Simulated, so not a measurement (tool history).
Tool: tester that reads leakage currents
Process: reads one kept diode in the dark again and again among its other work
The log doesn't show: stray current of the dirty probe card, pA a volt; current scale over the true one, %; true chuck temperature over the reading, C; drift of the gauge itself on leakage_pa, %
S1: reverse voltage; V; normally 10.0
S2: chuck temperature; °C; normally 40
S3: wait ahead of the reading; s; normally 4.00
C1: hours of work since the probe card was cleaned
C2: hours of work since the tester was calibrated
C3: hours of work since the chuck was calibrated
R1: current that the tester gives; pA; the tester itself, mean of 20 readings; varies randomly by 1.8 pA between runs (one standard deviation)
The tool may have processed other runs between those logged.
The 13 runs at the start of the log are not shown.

Run 14, hour 397.6: usual settings but S2 41 °C; C1 238; C2 206; C3 1390. Result: R1 563.99 pA.
At hour 407.6: chuck's temperature calibrated.
Run 15, hour 434.5: usual settings but S1 3.0 V; C1 253; C2 221; C3 12. Result: R1 349.65 pA.
Run 16, hour 459.8: usual settings but S1 3.0 V; C1 264; C2 232; C3 23. Result: R1 349.06 pA.
Run 17, hour 501.0: usual settings; C1 282; C2 249; C3 40. Result: R1 595.48 pA.
Run 18, hour 533.4: usual settings but S2 46 °C; C1 296; C2 263; C3 54. Result: R1 982.50 pA.
Run 19, hour 553.2: usual settings but S1 2.3 V, S2 58 °C, S3 0.42 s; C1 304; C2 272; C3 63. Result: R1 1362.10 pA.
Run 20, hour 590.4: usual settings but S1 2.3 V, S2 58 °C, S3 0.42 s; C1 320; C2 288; C3 79. Result: R1 1361.96 pA.
Run 21, hour 624.6: usual settings but S1 2.3 V, S2 25 °C, S3 0.44 s; C1 335; C2 303; C3 94. Result: R1 80.21 pA.
Run 22, hour 654.6: usual settings but S1 3.8 V, S2 25 °C, S3 6.40 s; C1 348; C2 316; C3 107. Result: R1 98.66 pA.
Run 23, hour 683.6: usual settings but S1 3.8 V, S2 25 °C, S3 6.40 s; C1 361; C2 328; C3 119. Result: R1 98.33 pA.

Run 24 comes next. What will it give?
Run 24, hour 706.7: usual settings but S1 10.4 V, S2 25 °C, S3 7.75 s; C1 371; C2 338; C3 129. Result: R1 ?.

{"run 24": {"R1": 155.46}}
Take away the tool's hidden state, keep the run-to-run variation as it was, and the same run would have given R1 154.46 pA.
